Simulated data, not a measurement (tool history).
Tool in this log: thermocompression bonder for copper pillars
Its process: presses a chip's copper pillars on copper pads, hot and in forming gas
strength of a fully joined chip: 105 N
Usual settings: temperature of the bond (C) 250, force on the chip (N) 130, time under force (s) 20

| run | day | temperature of the bond (C) | force on the chip (N) | time under force (s) | force that shears a chip off (N) |
|---|---|---|---|---|---|
| 1 | 0.000 | 250 | 130 | 20 | 33.0 |
| 2 | 0.592 | 250 | 130 | 20 | 33.1 |
| 3 | 1.125 | 250 | 130 | 20 | 33.3 |
| 4 | 1.971 | 250 | 130 | 20 | 33.0 |
| 5 | 2.858 | 250 | 130 | 20 | 32.0 |
| 6 | 3.538 | 250 | 130 | 20 | 32.4 |
| 7 | 4.058 | 250 | 130 | 20 | 31.7 |
| 8 | 4.683 | 250 | 130 | 20 | 30.7 |
| 9 | 5.554 | 250 | 130 | 20 | 30.7 |
| 10 | 6.029 | 250 | 130 | 20 | 30.4 |
| 11 | 6.433 | 250 | 130 | 18 | 29.5 |
|  | 6.604 | forming gas filter changed |
| 12 | 6.871 | 250 | 123 | 20 | 31.6 |
| 13 | 7.371 | 250 | 123 | 20 | 31.1 |
| 14 | 7.875 | 244 | 136 | 24 | 33.1 |
| 15 | 8.612 | 244 | 136 | 24 | 32.9 |

Forecast run 16:
| 16 | 9.400 | 244 | 136 | 24 | ? |

Run 16 came out at force that shears a chip off (N) 32.8.
Take away the tool's hidden state, keep the run-to-run variation as it was, and the same run would have given force that shears a chip off (N) 40.0.
